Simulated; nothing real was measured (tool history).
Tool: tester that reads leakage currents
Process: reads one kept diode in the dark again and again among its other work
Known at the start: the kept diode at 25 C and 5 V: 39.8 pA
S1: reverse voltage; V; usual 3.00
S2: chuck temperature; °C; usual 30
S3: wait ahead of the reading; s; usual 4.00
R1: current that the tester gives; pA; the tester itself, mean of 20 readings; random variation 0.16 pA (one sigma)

{"run": 1, "hour": 0.0, "S1": 3.0, "S2": 30, "S3": 4.0, "R1": 44.04}
{"run": 2, "hour": 152.4, "S1": 3.0, "S2": 30, "S3": 4.0, "R1": 43.65}
{"run": 3, "hour": 281.3, "S1": 3.0, "S2": 30, "S3": 4.0, "R1": 43.59}
{"run": 4, "hour": 378.9, "S1": 3.0, "S2": 30, "S3": 4.0, "R1": 43.47}
{"hour": 442.2, "done": "chuck's temperature calibrated"}
{"run": 5, "hour": 495.4, "S1": 3.0, "S2": 30, "S3": 4.0, "R1": 51.15}
{"run": 6, "hour": 576.3, "S1": 3.0, "S2": 30, "S3": 4.0, "R1": 51.1}
{"run": 7, "hour": 713.8, "S1": 3.0, "S2": 30, "S3": 4.0, "R1": 50.56}
{"run": 8, "hour": 846.7, "S1": 3.0, "S2": 30, "S3": 2.78, "R1": 50.61}
{"run": 9, "hour": 962.9, "S1": 3.0, "S2": 30, "S3": 2.78, "R1": 50.01}
{"run": 10, "hour": 1126.5, "S1": 3.0, "S2": 30, "S3": 2.78, "R1": 50.22}
{"run": 11, "hour": 1228.3, "S1": 3.0, "S2": 30, "S3": 2.78, "R1": 49.83}
{"run": 12, "hour": 1397.6, "S1": 3.0, "S2": 30, "S3": 2.78, "R1": 49.33}
{"run": 13, "hour": 1518.9, "S1": 2.39, "S2": 46, "S3": 2.78, "R1": 166.34}
{"run": 14, "hour": 1687.6, "S1": 4.75, "S2": 33, "S3": 4.0, "R1": 78.59}
{"hour": 1731.6, "done": "tester calibrated"}
{"run": 15, "hour": 1840.1, "S1": 13.8, "S2": 40, "S3": 4.0, "R1": 224.26}
{"run": 16, "hour": 1988.5, "S1": 3.0, "S2": 30, "S3": 0.97, "R1": 47.75}
{"run": 17, "hour": 2162.1, "S1": 1.25, "S2": 21, "S3": 0.97, "R1": 14.64}
{"run": 18, "hour": 2262.2, "S1": 1.69, "S2": 48, "S3": 1.34, "R1": 157.65}
{"run": 19, "hour": 2358.4, "S1": 2.47, "S2": 29, "S3": 6.54, "R1": 39.54}
{"run": 20, "hour": 2529.0, "S1": 2.47, "S2": 29, "S3": 6.54, "R1": 38.97}

3 ways to go on from here, each from the tool as it stands after run 20. What would each give?
{"run": "A", "hour": 2658.4, "S1": 2.21, "S2": 30, "S3": 0.52, "R1": "?"}
{"run": "B", "hour": 2658.4, "S1": 2.34, "S2": 20, "S3": 4.0, "R1": "?"}
{"run": "C", "hour": 2658.4, "S1": 10.19, "S2": 58, "S3": 0.58, "R1": "?"}

run=A R1=40.79
run=B R1=18.00
run=C R1=760.76
Without the tool's hidden state the same runs would have given:
run=A R1=43.86
run=B R1=17.80
run=C R1=839.87

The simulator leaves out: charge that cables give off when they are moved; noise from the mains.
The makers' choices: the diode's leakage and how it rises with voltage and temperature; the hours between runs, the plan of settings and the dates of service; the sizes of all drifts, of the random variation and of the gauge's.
